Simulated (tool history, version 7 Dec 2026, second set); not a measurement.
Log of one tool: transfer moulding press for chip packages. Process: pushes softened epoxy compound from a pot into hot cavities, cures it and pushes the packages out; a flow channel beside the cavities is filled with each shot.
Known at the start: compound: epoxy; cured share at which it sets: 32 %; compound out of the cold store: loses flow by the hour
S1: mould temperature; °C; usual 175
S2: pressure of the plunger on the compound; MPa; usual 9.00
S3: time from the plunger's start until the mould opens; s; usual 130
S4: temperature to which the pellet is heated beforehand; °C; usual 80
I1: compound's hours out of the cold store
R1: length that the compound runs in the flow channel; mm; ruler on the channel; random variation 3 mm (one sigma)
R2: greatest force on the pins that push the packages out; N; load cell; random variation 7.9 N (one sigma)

Run 1, hour 0.0: usual settings; I1 40.8. Result: R1 538 mm, R2 395 N.
Run 2, hour 6.3: usual settings; I1 16.3. Result: R1 601 mm, R2 422 N.
Run 3, hour 10.2: usual settings; I1 32.5. Result: R1 554 mm, R2 439 N.
Run 4, hour 18.9: usual settings but S2 10.39 MPa; I1 36.2. Result: R1 587 mm, R2 465 N.
Run 5, hour 28.0: usual settings but S2 10.39 MPa; I1 33.7. Result: R1 591 mm, R2 503 N.
Run 6, hour 36.9: usual settings but S2 10.39 MPa; I1 12.5. Result: R1 647 mm, R2 537 N.
Run 7, hour 41.2: usual settings but S2 10.39 MPa; I1 27.2. Result: R1 603 mm, R2 538 N.
At hour 49.4: cavities cleaned with cleaning compound and waxed.
Run 8, hour 50.8: usual settings but S2 7.31 MPa; I1 26.0. Result: R1 513 mm, R2 399 N.
Run 9, hour 57.5: usual settings but S2 7.31 MPa; I1 45.5. Result: R1 469 mm, R2 417 N.
Run 10, hour 62.6: usual settings but S2 7.31 MPa; I1 42.5. Result: R1 471 mm, R2 433 N.
Run 11, hour 68.7: usual settings but S2 7.31 MPa; I1 8.9. Result: R1 556 mm, R2 477 N.
Run 12, hour 75.0: usual settings but S2 7.31 MPa; I1 43.4. Result: R1 465 mm, R2 492 N.
Run 13, hour 84.3: usual settings but S2 8.11 MPa; I1 15.9. Result: R1 561 mm, R2 503 N.
Run 14, hour 92.1: usual settings but S2 8.11 MPa; I1 31.9. Result: R1 519 mm, R2 516 N.
At hour 98.4: cavities cleaned with cleaning compound and waxed.
Run 15, hour 100.6: usual settings but S2 8.11 MPa; I1 32.8. Result: R1 513 mm, R2 409 N.
Run 16, hour 105.7: usual settings but S1 171 °C; I1 14.6. Result: R1 611 mm, R2 543 N.
At hour 108.1: mould's thermocouples calibrated.
Run 17, hour 112.7: usual settings but S1 182 °C, S2 7.00 MPa, S3 111 s, S4 82 °C; I1 43.9. Result: R1 434 mm, R2 407 N.
Run 18, hour 116.6: usual settings but S1 167 °C, S2 7.10 MPa, S3 159 s, S4 71 °C; I1 33.2. Result: R1 510 mm, R2 533 N.
Run 19, hour 123.1: usual settings but S1 167 °C, S2 8.77 MPa, S3 159 s, S4 71 °C; I1 30.1. Result: R1 570 mm, R2 561 N.
Run 20, hour 131.0: usual settings but S2 9.59 MPa, S4 74 °C; I1 32.8. Result: R1 554 mm, R2 513 N.
At hour 133.8: mould's thermocouples calibrated, once more.
Run 21, hour 137.2: usual settings but S1 172 °C, S2 9.93 MPa, S3 115 s, S4 90 °C; I1 43.1. Result: R1 551 mm, R2 715 N.
Run 22, hour 145.7: usual settings but S1 176 °C, S2 9.93 MPa, S3 161 s, S4 90 °C; I1 26.7. Result: R1 576 mm, R2 482 N.
At hour 151.4: cavities cleaned with cleaning compound and waxed.
Run 23, hour 151.4: usual settings but S1 176 °C, S2 9.93 MPa, S3 161 s, S4 90 °C; I1 14.8. Result: R1 614 mm, R2 353 N.
At hour 155.9: plunger's sealing rings changed.
Run 24, hour 159.0: usual settings but S2 8.04 MPa; I1 42.7. Result: R1 547 mm, R2 413 N.
Run 25, hour 162.8: usual settings but S1 181 °C, S2 7.59 MPa, S4 84 °C; I1 29.9. Result: R1 537 mm, R2 389 N.
Run 26, hour 167.7: usual settings but S2 9.07 MPa; I1 23.9. Result: R1 625 mm, R2 459 N.
Run 27, hour 175.6: usual settings but S2 9.07 MPa; I1 27.0. Result: R1 622 mm, R2 462 N.
Run 28, hour 182.0: usual settings but S2 9.07 MPa; I1 20.2. Result: R1 636 mm, R2 500 N.
Run 29, hour 186.4: usual settings but S1 174 °C, S2 8.60 MPa, S3 129 s, S4 75 °C; I1 41.8. Result: R1 566 mm, R2 525 N.
Run 30, hour 191.2: usual settings but S1 176 °C, S2 9.28 MPa, S3 119 s; I1 17.2. Result: R1 643 mm, R2 572 N.

Forecast each of these 3 alternatives for the next run:
Run A, hour 197.8: usual settings but S2 6.96 MPa, S3 144 s, S4 72 °C; I1 35.2. Result: R1 ?, R2 ?.
Run B, hour 197.8: usual settings but S2 8.35 MPa, S4 89 °C; I1 28.0. Result: R1 ?, R2 ?.
Run C, hour 197.8: usual settings but S2 10.57 MPa, S3 118 s, S4 78 °C; I1 36.3. Result: R1 ?, R2 ?.

run   R1   R2
  A  524  488
  B  590  566
  C  639  617
Without the tool's hidden state the same runs would have given:
run   R1   R2
  A  530  356
  B  597  414
  C  646  452
